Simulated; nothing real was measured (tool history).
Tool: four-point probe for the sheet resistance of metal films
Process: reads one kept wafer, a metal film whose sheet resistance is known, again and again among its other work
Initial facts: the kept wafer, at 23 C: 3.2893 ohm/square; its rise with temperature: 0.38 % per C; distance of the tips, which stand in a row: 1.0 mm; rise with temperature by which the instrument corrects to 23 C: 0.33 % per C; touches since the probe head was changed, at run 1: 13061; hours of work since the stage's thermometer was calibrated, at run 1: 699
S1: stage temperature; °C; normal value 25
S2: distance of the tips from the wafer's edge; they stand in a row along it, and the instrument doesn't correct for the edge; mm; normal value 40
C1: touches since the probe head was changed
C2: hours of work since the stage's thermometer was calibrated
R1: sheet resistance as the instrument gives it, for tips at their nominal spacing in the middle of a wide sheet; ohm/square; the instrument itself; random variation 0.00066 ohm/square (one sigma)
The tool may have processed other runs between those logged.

{"run": 1, "hour": 0.0, "S1": 25, "S2": 40, "C1": 13061, "C2": 699, "R1": 3.306387}
{"run": 2, "hour": 43.6, "S1": 25, "S2": 40, "C1": 13914, "C2": 728, "R1": 3.304897}
{"run": 3, "hour": 89.3, "S1": 25, "S2": 40, "C1": 14805, "C2": 758, "R1": 3.304721}
{"run": 4, "hour": 146.6, "S1": 25, "S2": 40, "C1": 15925, "C2": 796, "R1": 3.305178}
{"run": 5, "hour": 178.9, "S1": 25, "S2": 14, "C1": 16556, "C2": 818, "R1": 3.312538}
{"run": 6, "hour": 225.9, "S1": 25, "S2": 14, "C1": 17475, "C2": 849, "R1": 3.312357}
{"run": 7, "hour": 265.6, "S1": 25, "S2": 40, "C1": 18250, "C2": 875, "R1": 3.303736}
{"run": 8, "hour": 300.0, "S1": 25, "S2": 40, "C1": 18923, "C2": 898, "R1": 3.303924}
{"run": 9, "hour": 326.2, "S1": 25, "S2": 21, "C1": 19436, "C2": 915, "R1": 3.306323}
{"run": 10, "hour": 371.9, "S1": 25, "S2": 21, "C1": 20329, "C2": 945, "R1": 3.307384}
{"run": 11, "hour": 430.2, "S1": 25, "S2": 21, "C1": 21467, "C2": 984, "R1": 3.30486}
{"run": 12, "hour": 481.2, "S1": 25, "S2": 40, "C1": 22463, "C2": 1018, "R1": 3.303277}
{"run": 13, "hour": 528.9, "S1": 28, "S2": 42, "C1": 23396, "C2": 1049, "R1": 3.305756}
{"run": 14, "hour": 581.1, "S1": 28, "S2": 42, "C1": 24417, "C2": 1084, "R1": 3.305821}
{"run": 15, "hour": 635.9, "S1": 21, "S2": 18, "C1": 25487, "C2": 1120, "R1": 3.299166}
{"run": 16, "hour": 695.8, "S1": 21, "S2": 10, "C1": 26657, "C2": 1160, "R1": 3.310008}
{"run": 17, "hour": 724.9, "S1": 25, "S2": 6, "C1": 27225, "C2": 1179, "R1": 3.348481}
{"run": 18, "hour": 785.3, "S1": 25, "S2": 6, "C1": 28406, "C2": 1219, "R1": 3.347404}
{"run": 19, "hour": 824.6, "S1": 25, "S2": 6, "C1": 29175, "C2": 1245, "R1": 3.347339}
{"run": 20, "hour": 873.6, "S1": 25, "S2": 6, "C1": 30132, "C2": 1277, "R1": 3.346264}
{"run": 21, "hour": 900.6, "S1": 25, "S2": 6, "C1": 30659, "C2": 1295, "R1": 3.346982}
{"run": 22, "hour": 961.8, "S1": 27, "S2": 40, "C1": 31855, "C2": 1336, "R1": 3.302651}
{"run": 23, "hour": 1006.3, "S1": 21, "S2": 13, "C1": 32724, "C2": 1365, "R1": 3.301378}
{"run": 24, "hour": 1047.5, "S1": 34, "S2": 26, "C1": 33530, "C2": 1392, "R1": 3.314935}

The logged runs with the hidden state left out (each run's random variation unchanged):
Unlogged tool condition in this case: inner tips' distance over the nominal, %; tips' flats over new ones', %; wafer's true temperature over the reading, C; drift of the gauge itself on sheet_ohm, %.
run=1 R1=3.294180
run=2 R1=3.293022
run=3 R1=3.293170
run=4 R1=3.294056
run=5 R1=3.301653
run=6 R1=3.301841
run=7 R1=3.293524
run=8 R1=3.293987
run=9 R1=3.296578
run=10 R1=3.297971
run=11 R1=3.295913
run=12 R1=3.294714
run=13 R1=3.297470
run=14 R1=3.297920
run=15 R1=3.291830
run=16 R1=3.303087
run=17 R1=3.341636
run=18 R1=3.341024
run=19 R1=3.341267
run=20 R1=3.340582
run=21 R1=3.341511
run=22 R1=3.297669
run=23 R1=3.296869
run=24 R1=3.310440
